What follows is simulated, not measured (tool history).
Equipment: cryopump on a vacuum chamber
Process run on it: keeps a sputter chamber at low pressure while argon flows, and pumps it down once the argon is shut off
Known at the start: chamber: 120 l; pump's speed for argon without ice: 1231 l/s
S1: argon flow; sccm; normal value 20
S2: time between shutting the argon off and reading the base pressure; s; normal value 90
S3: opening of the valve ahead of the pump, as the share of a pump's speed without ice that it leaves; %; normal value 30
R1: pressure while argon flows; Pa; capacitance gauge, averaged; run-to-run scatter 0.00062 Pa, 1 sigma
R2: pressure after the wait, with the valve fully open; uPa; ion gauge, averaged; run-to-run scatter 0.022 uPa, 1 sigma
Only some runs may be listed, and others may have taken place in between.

run,hour,S1,S2,S3,R1,R2
1,0.0,20,90,30,0.0953,1.02
2,34.8,20,90,30,0.0951,1.04
3,56.7,20,90,30,0.0980,1.04
4,94.6,20,90,18,0.1583,1.09
5,118.4,20,90,18,0.1594,1.11
6,142.6,20,90,18,0.1583,1.15
7,176.3,20,90,18,0.1591,1.19
8,194.3,20,90,18,0.1598,1.26
9,220.6,20,90,18,0.1598,1.31
10,256.0,20,90,18,0.1609,1.34
11,272.8,20,90,30,0.1000,1.36
12,296.1,20,90,43,0.0733,1.35
13,320.7,20,90,30,0.1009,1.47
14,360.1,20,90,30,0.1016,1.53
# hour 373.8: pump warmed up, emptied and cooled again
15,402.5,20,90,30,0.0921,1.26
16,420.6,20,90,30,0.0916,1.32
17,444.7,20,90,30,0.0924,1.29
18,483.1,20,90,30,0.0932,1.32
19,499.8,28,22,30,0.1298,2.50
20,517.7,20,23,30,0.0946,2.35
21,543.0,20,23,30,0.0927,2.46
22,568.7,22,85,24,0.1273,1.54
23,602.9,12,51,50,0.0346,1.80
24,621.5,12,51,50,0.0345,1.87
25,648.0,12,51,50,0.0346,1.87
26,685.9,12,58,26,0.0649,1.84
27,723.9,28,195,30,0.1321,1.44
28,756.8,28,195,30,0.1331,1.54
29,776.5,28,195,30,0.1339,1.56
30,799.8,20,90,30,0.0953,1.76
31,830.2,9,22,52,0.0267,2.99
32,857.6,9,31,17,0.0754,2.60
33,874.4,10,199,43,0.0354,1.75

Consider 5 possible next runs. They are alternatives, not a sequence: every one starts from the tool as it was left by run 33. What does each give?
A,899.1,16,134,40,?,?
B,899.1,24,82,36,?,?
C,899.1,10,104,43,?,?
D,899.1,25,57,28,?,?
E,899.1,35,42,37,?,?

run,R1,R2
A,0.0590,1.88
B,0.0991,1.99
C,0.0345,1.95
D,0.1296,2.21
E,0.1402,2.36
Take away the tool's hidden state, keep each run's random variation, and the runs would have read:
run,R1,R2
A,0.0544,0.50
B,0.0921,0.64
C,0.0316,0.54
D,0.1223,0.82
E,0.1300,1.00
